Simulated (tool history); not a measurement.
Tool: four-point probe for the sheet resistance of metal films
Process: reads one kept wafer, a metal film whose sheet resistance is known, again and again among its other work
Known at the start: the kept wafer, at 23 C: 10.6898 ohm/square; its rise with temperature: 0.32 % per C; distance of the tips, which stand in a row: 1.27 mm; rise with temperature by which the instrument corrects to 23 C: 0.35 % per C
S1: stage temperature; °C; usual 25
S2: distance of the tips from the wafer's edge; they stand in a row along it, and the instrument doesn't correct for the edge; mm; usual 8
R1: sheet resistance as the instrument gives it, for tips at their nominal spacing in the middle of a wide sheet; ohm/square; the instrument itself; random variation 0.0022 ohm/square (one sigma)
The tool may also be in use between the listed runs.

run 1 hour=0 | S1=25 S2=8 | R1=10.839608
run 2 hour=22.3 | S1=25 S2=8 | R1=10.837634
run 3 hour=41 | S1=25 S2=8 | R1=10.837068
run 4 hour=67.3 | S1=25 S2=8 | R1=10.836687
run 5 hour=83.9 | S1=25 S2=8 | R1=10.83691
run 6 hour=110.1 | S1=25 S2=8 | R1=10.841239
run 7 hour=124.2 | S1=25 S2=8 | R1=10.837051
run 8 hour=146.7 | S1=25 S2=8 | R1=10.835432
run 9 hour=174.3 | S1=25 S2=62 | R1=10.703389
run 10 hour=187 | S1=25 S2=43 | R1=10.700399
run 11 hour=213 | S1=25 S2=8 | R1=10.840547
run 12 hour=229.6 | S1=25 S2=40 | R1=10.699503
run 13 hour=247.2 | S1=25 S2=40 | R1=10.704715
run 14 hour=259.1 | S1=25 S2=40 | R1=10.702688
run 15 hour=277.1 | S1=25 S2=8 | R1=10.84224
run 16 hour=292.5 | S1=27 S2=8 | R1=10.83145
run 17 hour=317.5 | S1=27 S2=8 | R1=10.837468
run 18 hour=333.6 | S1=27 S2=8 | R1=10.841338
run 19 hour=354 | S1=27 S2=8 | R1=10.832132
run 20 hour=381.4 | S1=27 S2=8 | R1=10.841785
run 21 hour=399 | S1=20 S2=38 | R1=10.724031
run 22 hour=412.9 | S1=19 S2=42 | R1=10.722276
run 23 hour=425 | S1=19 S2=42 | R1=10.725513
run 24 hour=440.2 | S1=25 S2=4 | R1=11.250553
run 25 hour=454.3 | S1=25 S2=4 | R1=11.250082
run 26 hour=478.9 | S1=31 S2=5 | R1=11.043995
run 27 hour=494.1 | S1=25 S2=5 | R1=11.058256
run 28 hour=510.3 | S1=33 S2=5 | R1=11.036347
run 29 hour=530.2 | S1=33 S2=5 | R1=11.038301

4 ways to go on from here, each from the tool as it stands after run 29. What would each give?
run A hour=556.3 | S1=25 S2=73 | R1=?
run B hour=556.3 | S1=21 S2=24 | R1=?
run C hour=556.3 | S1=25 S2=12 | R1=?
run D hour=556.3 | S1=18 S2=5 | R1=?

run=A R1=10.70767
run=B R1=10.73542
run=C R1=10.767499
run=D R1=11.087745
Without the tool's hidden state the same runs would have given:
run=A R1=10.686077
run=B R1=10.713871
run=C R1=10.745798
run=D R1=11.065642

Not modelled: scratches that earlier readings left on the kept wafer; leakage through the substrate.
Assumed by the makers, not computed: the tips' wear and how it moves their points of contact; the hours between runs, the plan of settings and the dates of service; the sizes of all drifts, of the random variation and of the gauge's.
